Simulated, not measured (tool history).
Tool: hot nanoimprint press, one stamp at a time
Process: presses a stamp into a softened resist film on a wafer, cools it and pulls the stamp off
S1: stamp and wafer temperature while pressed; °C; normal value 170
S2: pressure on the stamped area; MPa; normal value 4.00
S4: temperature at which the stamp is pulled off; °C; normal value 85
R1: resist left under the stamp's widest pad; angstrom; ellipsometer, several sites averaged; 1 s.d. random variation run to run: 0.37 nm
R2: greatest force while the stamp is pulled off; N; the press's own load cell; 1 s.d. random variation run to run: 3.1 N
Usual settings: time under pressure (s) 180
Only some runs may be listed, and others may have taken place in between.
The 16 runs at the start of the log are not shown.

{"run": 17, "day": 27.371, "S1": 167, "S2": 4.97, "time under pressure (s)": 120, "S4": 76, "R1": 1484, "R2": 298}
{"run": 18, "day": 29.554, "S1": 170, "S2": 2.87, "time under pressure (s)": 102, "S4": 85, "R1": 1721, "R2": 256}
{"day": 31.517, "done": "press's hydraulic seals changed and the load cell set to zero"}
{"run": 19, "day": 31.838, "S1": 175, "S2": 2.5, "time under pressure (s)": 180, "S4": 85, "R1": 1283, "R2": 270}
{"run": 20, "day": 34.117, "S1": 170, "S2": 4.96, "time under pressure (s)": 180, "S4": 80, "R1": 1140, "R2": 285}
{"run": 21, "day": 35.854, "S1": 170, "S2": 4.0, "time under pressure (s)": 180, "S4": 76, "R1": 1269, "R2": 318}
{"day": 37.267, "done": "stamp cleaned and given a new release coat"}
{"run": 22, "day": 37.675, "S1": 170, "S2": 4.0, "time under pressure (s)": 180, "S4": 76, "R1": 1274, "R2": 247}
{"run": 23, "day": 39.725, "S1": 174, "S2": 2.48, "time under pressure (s)": 265, "S4": 72, "R1": 1190, "R2": 270}
{"run": 24, "day": 41.179, "S1": 169, "S2": 4.0, "time under pressure (s)": 165, "S4": 90, "R1": 1373, "R2": 189}
{"run": 25, "day": 42.688, "S1": 178, "S2": 3.88, "time under pressure (s)": 152, "S4": 75, "R1": 987, "R2": 263}
{"run": 26, "day": 44.525, "S1": 178, "S2": 3.88, "time under pressure (s)": 156, "S4": 75, "R1": 982, "R2": 266}
{"day": 46.058, "done": "plate thermocouple calibrated"}
{"run": 27, "day": 46.875, "S1": 167, "S2": 3.71, "time under pressure (s)": 176, "S4": 71, "R1": 1469, "R2": 287}
{"run": 28, "day": 48.912, "S1": 167, "S2": 3.71, "time under pressure (s)": 176, "S4": 71, "R1": 1470, "R2": 297}
{"run": 29, "day": 49.971, "S1": 170, "S2": 3.14, "time under pressure (s)": 180, "S4": 90, "R1": 1409, "R2": 195}
{"run": 30, "day": 51.325, "S1": 170, "S2": 5.57, "time under pressure (s)": 180, "S4": 85, "R1": 1070, "R2": 229}

Here are 4 independent what-if runs from the current tool condition. What would each one return?
{"run": "A", "day": 52.808, "S1": 170, "S2": 5.57, "time under pressure (s)": 271, "S4": 85, "R1": "?", "R2": "?"}
{"run": "B", "day": 52.808, "S1": 171, "S2": 3.93, "time under pressure (s)": 257, "S4": 85, "R1": "?", "R2": "?"}
{"run": "C", "day": 52.808, "S1": 171, "S2": 4.0, "time under pressure (s)": 180, "S4": 85, "R1": "?", "R2": "?"}
{"run": "D", "day": 52.808, "S1": 164, "S2": 4.0, "time under pressure (s)": 206, "S4": 89, "R1": "?", "R2": "?"}

run=A R1=920 R2=229
run=B R1=1074 R2=237
run=C R1=1209 R2=235
run=D R1=1552 R2=210
What these runs would have given with no unlogged condition in the tool:
run=A R1=903 R2=200
run=B R1=1058 R2=207
run=C R1=1191 R2=205
run=D R1=1532 R2=184
